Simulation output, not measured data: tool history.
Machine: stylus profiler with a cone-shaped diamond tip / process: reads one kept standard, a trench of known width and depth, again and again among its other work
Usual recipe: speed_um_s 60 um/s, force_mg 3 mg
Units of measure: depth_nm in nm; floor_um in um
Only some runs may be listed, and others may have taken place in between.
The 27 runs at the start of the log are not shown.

| run | hour | speed_um_s | force_mg | scans with this tip | hours of work since the height scale was calibrated | depth_nm | floor_um |
|---|---|---|---|---|---|---|---|
| 28 | 964 | 120 | 1.22 | 10718 | 874 | 101.24 | 27.76 |
| 29 | 1011.1 | 53 | 2.18 | 11056 | 902 | 101.63 | 28.16 |
| 30 | 1036.5 | 98 | 1.3 | 11237 | 917 | 101.25 | 27.83 |
| 31 | 1079.9 | 98 | 1.3 | 11548 | 942 | 101.3 | 27.86 |
| 32 | 1107.4 | 17 | 2.86 | 11744 | 958 | 101.96 | 28.29 |
| 33 | 1140.9 | 17 | 1.03 | 11984 | 978 | 101.03 | 28.16 |
| 34 | 1189.8 | 17 | 1.03 | 12334 | 1006 | 101.12 | 28.18 |
| 35 | 1210.7 | 52 | 7.62 | 12484 | 1018 | 103.49 | 28.19 |
| 36 | 1248.6 | 29 | 4.21 | 12754 | 1040 | 102.47 | 28.15 |
| 37 | 1293.8 | 21 | 1.88 | 13078 | 1067 | 101.62 | 28.19 |
| 38 | 1326.4 | 72 | 8.48 | 13311 | 1086 | 103.76 | 28.15 |
| 39 | 1368.4 | 29 | 6.89 | 13611 | 1110 | 103.32 | 28.18 |
| 40 | 1415.4 | 139 | 1.52 | 13948 | 1138 | 101.42 | 27.65 |
| 41 | 1461.9 | 42 | 1.18 | 14280 | 1165 | 101.26 | 27.93 |
| 42 | 1513.1 | 42 | 1.18 | 14647 | 1195 | 101.28 | 27.97 |
| 43 | 1536.9 | 42 | 1.18 | 14817 | 1209 | 101.33 | 27.99 |
| 44 | 1585.5 | 38 | 6.91 | 15164 | 1237 | 103.37 | 28.11 |
| 45 | 1627.1 | 103 | 2.38 | 15462 | 1261 | 101.85 | 27.8 |
| 46 | 1672.7 | 139 | 2.71 | 15788 | 1288 | 102 | 27.7 |
| 47 | 1712.6 | 139 | 2.71 | 16074 | 1311 | 102.03 | 27.68 |
| 48 | 1750.5 | 21 | 1.02 | 16345 | 1333 | 101.29 | 28.01 |

Predict each of these 3 candidate next runs independently; none follows another, all start after run 48:
| A | 1798.1 | 31 | 2.3 | 16686 | 1361 | ? | ? |
| B | 1798.1 | 89 | 1.19 | 16686 | 1361 | ? | ? |
| C | 1798.1 | 167 | 1.02 | 16686 | 1361 | ? | ? |

| run | depth_nm | floor_um |
|---|---|---|
| A | 101.82 | 28.08 |
| B | 101.36 | 27.68 |
| C | 101.25 | 27.3 |
Without the tool's hidden state the same runs would have given:
| run | depth_nm | floor_um |
|---|---|---|
| A | 101.36 | 28.7 |
| B | 100.9 | 28.3 |
| C | 100.79 | 27.92 |
